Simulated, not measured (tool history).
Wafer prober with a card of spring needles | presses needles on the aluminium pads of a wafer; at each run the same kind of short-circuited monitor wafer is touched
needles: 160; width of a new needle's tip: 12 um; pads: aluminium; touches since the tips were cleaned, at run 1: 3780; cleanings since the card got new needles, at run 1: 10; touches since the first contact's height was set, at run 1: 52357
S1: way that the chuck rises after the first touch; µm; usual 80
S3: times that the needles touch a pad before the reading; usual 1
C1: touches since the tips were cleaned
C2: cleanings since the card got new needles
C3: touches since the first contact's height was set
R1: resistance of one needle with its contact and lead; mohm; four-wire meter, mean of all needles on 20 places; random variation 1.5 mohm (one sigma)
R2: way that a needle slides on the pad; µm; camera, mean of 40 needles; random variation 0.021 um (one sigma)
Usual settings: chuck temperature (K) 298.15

Run 1, hour 0.0: usual settings; C1 3780; C2 10; C3 52357. Result: R1 243 mohm, R2 10.63 µm.
At hour 3.1: tips cleaned on abrasive film.
At hour 25.9: tips cleaned on abrasive film.
Run 2, hour 31.2: usual settings; C1 1154; C2 12; C3 59131. Result: R1 185 mohm, R2 10.64 µm.
At hour 47.7: tips cleaned on abrasive film.
At hour 68.7: tips cleaned on abrasive film.
Run 3, hour 68.7: usual settings; C1 0; C2 14; C3 67278. Result: R1 160 mohm, R2 10.65 µm.
At hour 89.5: tips cleaned on abrasive film.
Run 4, hour 93.4: usual settings; C1 850; C2 15; C3 72646. Result: R1 180 mohm, R2 10.55 µm.
At hour 109.7: tips cleaned on abrasive film.
At hour 131.4: tips cleaned on abrasive film.
Run 5, hour 131.4: usual settings; C1 0; C2 17; C3 80902. Result: R1 161 mohm, R2 10.56 µm.
At hour 153.3: tips cleaned on abrasive film.
Run 6, hour 161.9: usual settings; C1 1883; C2 18; C3 87537. Result: R1 209 mohm, R2 10.52 µm.
At hour 174.9: tips cleaned on abrasive film.
At hour 197.2: tips cleaned on abrasive film.
Run 7, hour 205.8: usual settings but S3 2; C1 1874; C2 20; C3 97068. Result: R1 183 mohm, R2 10.53 µm.
At hour 217.3: tips cleaned on abrasive film.
At hour 237.3: tips cleaned on abrasive film.
Run 8, hour 237.3: usual settings but S3 2; C1 0; C2 22; C3 103922. Result: R1 150 mohm, R2 10.47 µm.
At hour 260.0: tips cleaned on abrasive film.
Run 9, hour 268.6: usual settings but S3 2; C1 1891; C2 23; C3 110735. Result: R1 182 mohm, R2 10.45 µm.
At hour 280.6: tips cleaned on abrasive film.
At hour 300.9: tips cleaned on abrasive film.
Run 10, hour 309.7: usual settings; C1 1912; C2 25; C3 119648. Result: R1 209 mohm, R2 10.46 µm.
At hour 322.1: tips cleaned on abrasive film.
Run 11, hour 337.3: usual settings; C1 3300; C2 26; C3 125652. Result: R1 237 mohm, R2 10.45 µm.
At hour 343.1: tips cleaned on abrasive film.
Run 12, hour 357.2: usual settings but S3 2; C1 3075; C2 27; C3 129976. Result: R1 200 mohm, R2 10.48 µm.
At hour 363.6: tips cleaned on abrasive film.
Run 13, hour 379.4: usual settings but S3 2; C1 3443; C2 28; C3 134813. Result: R1 202 mohm, R2 10.45 µm.
At hour 386.5: tips cleaned on abrasive film.
At hour 408.0: tips cleaned on abrasive film.
Run 14, hour 412.0: usual settings but S1 86 µm, S3 2; C1 886; C2 30; C3 141891. Result: R1 162 mohm, R2 11.26 µm.
At hour 431.3: tips cleaned on abrasive film.
At hour 453.6: tips cleaned on abrasive film.
Run 15, hour 453.6: usual settings but S1 86 µm, S3 2; C1 0; C2 32; C3 150933. Result: R1 148 mohm, R2 11.24 µm.
At hour 474.8: tips cleaned on abrasive film.
Run 16, hour 484.3: usual settings but S1 86 µm, S3 2; C1 2069; C2 33; C3 157604. Result: R1 185 mohm, R2 11.25 µm.
At hour 498.1: tips cleaned on abrasive film.
At hour 502.3: height of the first contact set anew.
Run 17, hour 505.6: usual settings but S1 86 µm, S3 2; C1 1569; C2 34; C3 731. Result: R1 177 mohm, R2 11.51 µm.
At hour 518.8: tips cleaned on abrasive film.
At hour 539.7: tips cleaned on abrasive film.
Run 18, hour 539.7: usual settings but S1 88 µm, chuck temperature (K) 318.15; C1 0; C2 36; C3 8136. Result: R1 156 mohm, R2 11.80 µm.
At hour 559.5: tips cleaned on abrasive film.
Run 19, hour 572.1: usual settings but S1 88 µm, chuck temperature (K) 318.15; C1 2770; C2 37; C3 15196. Result: R1 211 mohm, R2 11.79 µm.
At hour 579.8: tips cleaned on abrasive film.
At hour 600.9: tips cleaned on abrasive film.
Run 20, hour 615.8: usual settings but S1 88 µm, chuck temperature (K) 318.15; C1 3253; C2 39; C3 24689. Result: R1 221 mohm, R2 11.72 µm.
At hour 622.7: tips cleaned on abrasive film.
At hour 642.9: tips cleaned on abrasive film.
Run 21, hour 660.3: usual settings but S1 65 µm, chuck temperature (K) 302.15; C1 3805; C2 41; C3 34368. Result: R1 306 mohm, R2 8.64 µm.
At hour 664.5: tips cleaned on abrasive film.
At hour 685.3: tips cleaned on abrasive film.
Run 22, hour 698.0: usual settings but chuck temperature (K) 364.15; C1 2781; C2 43; C3 42555. Result: R1 233 mohm, R2 10.65 µm.
At hour 706.9: tips cleaned on abrasive film.
At hour 727.3: tips cleaned on abrasive film.
Run 23, hour 730.6: usual settings but chuck temperature (K) 394.15; C1 730; C2 45; C3 49623. Result: R1 194 mohm, R2 10.65 µm.
At hour 749.9: tips cleaned on abrasive film.
At hour 772.2: tips cleaned on abrasive film.
Run 24, hour 772.9: usual settings but chuck temperature (K) 394.15; C1 147; C2 47; C3 58813. Result: R1 178 mohm, R2 10.60 µm.
At hour 793.3: tips cleaned on abrasive film.
Run 25, hour 800.1: usual settings but chuck temperature (K) 312.15, S3 2; C1 1486; C2 48; C3 64732. Result: R1 182 mohm, R2 10.60 µm.
At hour 813.0: tips cleaned on abrasive film.
Run 26, hour 819.4: usual settings but S3 2; C1 1390; C2 49; C3 68927. Result: R1 177 mohm, R2 10.58 µm.
At hour 833.8: tips cleaned on abrasive film.
At hour 855.4: tips cleaned on abrasive film.
Run 27, hour 863.5: usual settings but S1 90 µm; C1 1774; C2 51; C3 78510. Result: R1 198 mohm, R2 11.90 µm.
At hour 876.4: tips cleaned on abrasive film.
At hour 896.6: tips cleaned on abrasive film.
Run 28, hour 897.5: usual settings but S1 66 µm, chuck temperature (K) 319.15, S3 2; C1 197; C2 53; C3 85888. Result: R1 168 mohm, R2 8.67 µm.

The next listed run, before its measurement:
At hour 919.0: tips cleaned on abrasive film.
Run 29, hour 929.6: usual settings but S1 66 µm, chuck temperature (K) 319.15, S3 2; C1 2301; C2 54; C3 92869. Result: R1 ?, R2 ?.

Run 29 gave R1 218 mohm, R2 8.65 µm.
Without the tool's hidden state the same run would have given R1 153 mohm, R2 8.85 µm.

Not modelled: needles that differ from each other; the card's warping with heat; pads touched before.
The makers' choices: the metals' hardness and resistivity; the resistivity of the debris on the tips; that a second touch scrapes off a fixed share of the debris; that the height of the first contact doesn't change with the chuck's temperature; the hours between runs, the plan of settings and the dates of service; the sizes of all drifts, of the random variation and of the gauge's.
